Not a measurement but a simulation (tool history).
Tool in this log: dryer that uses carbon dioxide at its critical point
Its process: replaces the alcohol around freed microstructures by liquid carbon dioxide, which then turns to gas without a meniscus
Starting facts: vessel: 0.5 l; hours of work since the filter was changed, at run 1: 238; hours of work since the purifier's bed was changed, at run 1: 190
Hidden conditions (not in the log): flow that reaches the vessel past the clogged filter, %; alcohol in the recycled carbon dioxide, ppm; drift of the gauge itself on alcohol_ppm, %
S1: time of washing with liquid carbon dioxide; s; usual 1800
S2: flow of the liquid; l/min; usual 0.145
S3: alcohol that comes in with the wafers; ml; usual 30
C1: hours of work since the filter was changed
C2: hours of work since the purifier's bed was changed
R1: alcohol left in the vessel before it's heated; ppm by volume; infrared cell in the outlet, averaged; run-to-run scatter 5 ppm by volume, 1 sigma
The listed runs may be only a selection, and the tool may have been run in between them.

run,day,S1,S2,S3,C1,C2,R1
1,0.000,1800,0.145,30,238,190,82
2,2.512,1800,0.122,30,285,238,159
3,4.225,1800,0.145,30,318,271,102
4,5.679,1800,0.145,30,346,298,121
5,7.621,1800,0.145,30,383,335,119
6,10.083,1800,0.145,30,429,382,142
7,11.371,1800,0.145,30,454,407,149
8,13.762,1800,0.159,30,499,452,143
9,15.250,1800,0.159,30,528,480,152
# day 16.742: inlet filter changed
10,16.996,1800,0.159,30,5,513,149
11,19.475,1800,0.145,105,52,560,216
# day 21.042: purifier's bed changed
12,21.962,1800,0.145,105,97,17,73
13,23.992,1800,0.145,105,135,56,76
14,25.325,1980,0.145,30,161,81,37
15,26.758,1980,0.145,30,188,109,40
16,27.938,1980,0.145,97,210,131,72
17,30.062,1800,0.145,30,251,171,77
18,31.246,1800,0.145,30,273,194,73
19,32.479,1800,0.145,30,297,217,81
20,34.408,1800,0.145,30,334,254,96
21,36.879,1800,0.213,30,381,301,84
22,39.050,1800,0.090,30,422,342,606
23,41.754,1800,0.090,30,473,394,608
24,42.917,2040,0.090,30,495,416,396
25,45.404,2040,0.090,30,543,463,405
# day 45.971: inlet filter changed
26,46.604,1560,0.223,27,12,485,142
27,48.012,1560,0.223,27,39,512,137
28,49.296,1380,0.099,27,63,536,926
29,50.450,1200,0.179,42,85,558,246
# day 51.942: purifier's bed changed
30,51.971,1200,0.100,42,112,1,2182
31,53.908,2340,0.093,30,149,37,94
32,56.054,2340,0.093,30,189,78,122
33,58.333,2100,0.154,72,233,121,41
34,60.367,2100,0.154,72,271,160,53
35,61.454,2280,0.138,40,292,181,61
36,62.812,1800,0.145,28,318,207,80
37,65.104,1800,0.199,114,361,250,78
38,67.146,1860,0.145,69,400,289,106
39,68.533,2460,0.145,30,427,315,82
40,71.067,1440,0.132,30,475,364,305
41,73.246,1800,0.111,40,516,405,338
42,75.054,1800,0.111,40,551,439,354
# day 75.279: inlet filter changed
43,76.308,2880,0.145,30,20,462,117
44,77.617,2880,0.095,44,44,487,153
45,79.325,1980,0.095,26,77,520,309
46,80.600,1380,0.145,30,101,544,270
# day 82.833: purifier's bed changed
47,83.083,1800,0.229,113,146,5,12

Each row is a separate what-if for the run after 47, all from the same tool condition, not one after another. Results?
A,84.212,1740,0.243,104,168,26,?
B,84.212,1320,0.106,27,168,26,?
C,84.212,1800,0.146,25,168,26,?

run,R1
A,3
B,749
C,30
Stripped of hidden state, with their random variation kept, the same runs would have yielded:
run,R1
A,0
B,677
C,22
